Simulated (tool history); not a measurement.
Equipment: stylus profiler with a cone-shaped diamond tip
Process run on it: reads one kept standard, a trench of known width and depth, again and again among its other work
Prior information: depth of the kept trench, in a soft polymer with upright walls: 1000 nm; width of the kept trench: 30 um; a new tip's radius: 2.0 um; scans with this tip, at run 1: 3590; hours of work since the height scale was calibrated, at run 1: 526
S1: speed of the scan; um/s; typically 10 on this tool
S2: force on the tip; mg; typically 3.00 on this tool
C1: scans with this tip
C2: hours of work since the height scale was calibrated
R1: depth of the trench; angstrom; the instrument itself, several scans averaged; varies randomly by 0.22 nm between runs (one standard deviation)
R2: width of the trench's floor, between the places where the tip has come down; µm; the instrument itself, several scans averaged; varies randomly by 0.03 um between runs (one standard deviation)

run	day	S1	S2	C1	C2	R1	R2
1	0.000	10	3.00	3590	526	10075.7	25.82
2	1.842	10	3.00	3764	551	10075.9	25.87
3	3.138	10	3.00	3887	569	10078.3	25.80
4	5.158	10	3.00	4078	597	10078.1	25.77
5	6.700	10	3.00	4224	618	10078.1	25.67
6	8.275	10	3.00	4373	640	10080.2	25.71
7	10.504	10	3.00	4584	671	10079.7	25.69
8	12.621	10	3.00	4784	700	10074.6	25.66
9	14.912	10	3.00	5001	732	10078.5	25.61
10	15.983	13	3.00	5102	747	10078.6	25.60
11	17.275	13	3.00	5225	765	10077.5	25.57
12	18.838	10	3.00	5373	787	10082.4	25.59
13	20.358	10	3.00	5517	808	10077.7	25.55
14	22.775	10	1.51	5745	841	10060.8	25.52
15	24.546	10	1.51	5913	866	10059.4	25.49
# day 24.788: height scale calibrated on a step standard
16	25.688	10	1.51	6019	13	10072.2	25.45
17	27.800	10	1.51	6219	42	10072.0	25.42
18	29.346	10	1.51	6365	63	10069.9	25.43
19	31.421	10	1.51	6561	92	10078.5	25.38
20	33.062	10	8.67	6717	115	10160.4	25.37
21	35.208	10	4.48	6920	144	10119.7	25.32
22	36.375	10	4.48	7030	161	10116.6	25.36
# day 38.038: height scale calibrated on a step standard, once more
23	38.292	10	4.48	7209	4	10074.9	25.35
24	40.029	39	2.74	7374	28	10057.5	25.13
25	41.050	39	2.74	7470	42	10056.2	25.18
26	43.342	39	2.74	7687	73	10059.0	25.14
27	45.038	4	3.67	7848	97	10074.8	25.27
28	47.054	3	4.95	8038	125	10085.3	25.22
29	48.333	38	3.10	8159	143	10062.8	25.07
30	50.496	7	7.20	8364	173	10111.3	25.19
31	52.800	7	7.20	8582	205	10112.2	25.17
32	55.000	7	7.20	8790	235	10111.5	25.13
33	56.662	26	3.00	8947	258	10065.6	25.03
34	58.512	11	3.00	9123	284	10069.3	25.12
35	60.992	2	5.70	9357	318	10105.8	25.03
36	62.917	28	5.70	9539	345	10101.6	25.03
37	64.671	28	5.70	9705	369	10104.7	24.96

Run 38, settings as shown, results not yet in. Your forecast:
38	66.375	38	3.07	9866	393	?	?

R1: 10065.0 angstrom
R2: 24.90 µm
On a tool with no hidden condition, and with the same random variation, this run would have come out at R1 10055.6 angstrom, R2 26.43 µm.
